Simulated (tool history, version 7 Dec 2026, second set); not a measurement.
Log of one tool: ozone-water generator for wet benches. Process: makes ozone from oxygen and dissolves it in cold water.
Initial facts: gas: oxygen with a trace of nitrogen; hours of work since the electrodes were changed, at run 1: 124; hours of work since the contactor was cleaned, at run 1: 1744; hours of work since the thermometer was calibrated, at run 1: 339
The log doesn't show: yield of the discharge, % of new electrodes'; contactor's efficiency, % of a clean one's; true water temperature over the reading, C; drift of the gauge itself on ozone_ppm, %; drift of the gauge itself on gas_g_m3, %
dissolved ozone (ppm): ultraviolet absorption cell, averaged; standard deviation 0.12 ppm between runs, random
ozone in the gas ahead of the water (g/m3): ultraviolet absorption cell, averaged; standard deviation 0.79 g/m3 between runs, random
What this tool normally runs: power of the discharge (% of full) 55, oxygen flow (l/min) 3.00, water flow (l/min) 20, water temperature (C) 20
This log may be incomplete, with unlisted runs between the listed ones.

run    hour  power of the discharge (% of full)  oxygen flow (l/min)  water flow (l/min)  water temperature (C)  hours of work since the electrodes were changed  hours of work since the contactor was cleaned  hours of work since the thermometer was calibrated  dissolved ozone (ppm)  ozone in the gas ahead of the water (g/m3)
  1     0.0                                  55                 3.00                  20                     20                                              124                                           1744                                                 339                    9.2                                       123.4
  2    72.6                                  55                 3.00                  20                     20                                              183                                           1802                                                 398                    9.4                                       123.7
  3   135.7                                  55                 3.00                  20                     20                                              233                                           1852                                                 448                    9.3                                       122.9
  4   228.0                                  55                 3.00                  20                     20                                              307                                           1926                                                 522                    9.1                                       122.3
  5   343.9                                  55                 3.00                  20                     20                                              400                                           2019                                                 615                    8.9                                       122.1
  6   432.8                                  55                 3.00                  20                     20                                              472                                           2091                                                 687                    9.0                                       122.3
  7   516.7                                  55                 3.00                  20                     20                                              539                                           2158                                                 754                    8.8                                       122.8
  8   585.9                                  55                 3.00                  20                     20                                              594                                           2214                                                 809                    9.0                                       120.5
  9   653.7                                  55                 3.00                  20                     20                                              649                                           2268                                                 864                    9.0                                       120.3
 10   741.4                                  55                 3.00                  20                     20                                              719                                           2338                                                 934                    9.0                                       121.6
 11   802.0                                  55                 3.00                  20                     20                                              768                                           2387                                                 983                    8.9                                       120.8
 12   926.9                                  55                 3.00                  20                     20                                              868                                           2487                                                1083                    8.7                                       120.7
 13   987.0                                  55                 3.00                  20                     23                                              916                                           2535                                                1131                    8.6                                       119.6
 14  1058.0                                  55                 3.00                  20                     20                                              973                                           2592                                                1188                    8.8                                       118.8
 15  1118.2                                  55                 3.00                  20                     20                                             1021                                           2641                                                1236                    8.7                                       119.2
 16  1203.4                                  55                 3.00                  20                     20                                             1090                                           2709                                                1305                    8.8                                       118.7
 17  1322.3                                  98                 2.13                  26                     20                                             1185                                           2804                                                1400                   10.2                                       225.4
 18  1461.6                                  98                 2.13                  26                     20                                             1297                                           2916                                                1512                   10.3                                       226.9
 19  1560.9                                  55                 3.00                  20                     25                                             1377                                           2996                                                1592                    8.3                                       117.4
 20  1662.0                                  99                 2.73                  20                     20                                             1458                                           3077                                                1673                   13.0                                       191.4
 21  1729.8                                  90                 4.02                  22                     15                                             1512                                           3131                                                1727                   12.0                                       138.4
 22  1859.5                                  90                 2.87                  22                     19                                             1616                                           3235                                                1831                   11.4                                       171.4
 23  1929.8                                  90                 2.87                  22                     19                                             1673                                           3292                                                1888                   11.2                                       170.7
 24  2009.2                                  62                 2.78                  17                     20                                             1736                                           3356                                                1951                   10.4                                       132.8
 25  2077.3                                  79                 4.63                  20                     20                                             1791                                           3410                                                2006                   10.8                                       112.3
 26  2167.5                                  52                 2.65                  14                     16                                             1863                                           3483                                                2078                   11.1                                       119.6
 27  2287.6                                  73                 4.53                  14                     18                                             1960                                           3579                                                2175                   13.1                                       107.7
 28  2423.8                                  73                 4.53                  14                     18                                             2069                                           3688                                                2284                   12.9                                       108.6
 29  2556.2                                  41                 2.71                  14                     18                                             2175                                           3794                                                2390                    9.2                                        98.7
 30  2680.1                                  41                 2.71                  14                     18                                             2275                                           3894                                                2490                    9.0                                       100.1
 31  2796.2                                  99                 1.67                  26                     20                                             2368                                           3987                                                2583                    8.7                                       249.1
 32  2899.6                                  78                 1.67                  26                     23                                             2451                                           4070                                                2666                    7.4                                       209.9

Below, some changes in dissolved ozone (ppm) between adjacent runs. For each, the amount present without the hidden state too (settings, incoming material, random variation) and the amount remaining for the hidden state with gauge scatter not shared by both compared results:
Run 18 -> 19: power of the discharge (% of full) 98 -> 55, oxygen flow (l/min) 2.13 -> 3.00, water flow (l/min) 26 -> 20, water temperature (C) 20 -> 25. dissolved ozone (ppm) -2.0: hidden state +0.6, all else -2.6.
Run 19 -> 20: power of the discharge (% of full) 55 -> 99, oxygen flow (l/min) 3.00 -> 2.73, water temperature (C) 25 -> 20. dissolved ozone (ppm) +4.7: hidden state -1.2, all else +5.9.
Run 28 -> 29: power of the discharge (% of full) 73 -> 41, oxygen flow (l/min) 4.53 -> 2.71. dissolved ozone (ppm) -3.7: hidden state +1.2, all else -4.9.
Run 30 -> 31: power of the discharge (% of full) 41 -> 99, oxygen flow (l/min) 2.71 -> 1.67, water flow (l/min) 14 -> 26, water temperature (C) 18 -> 20. dissolved ozone (ppm) -0.3: hidden state -1.0, all else +0.7.
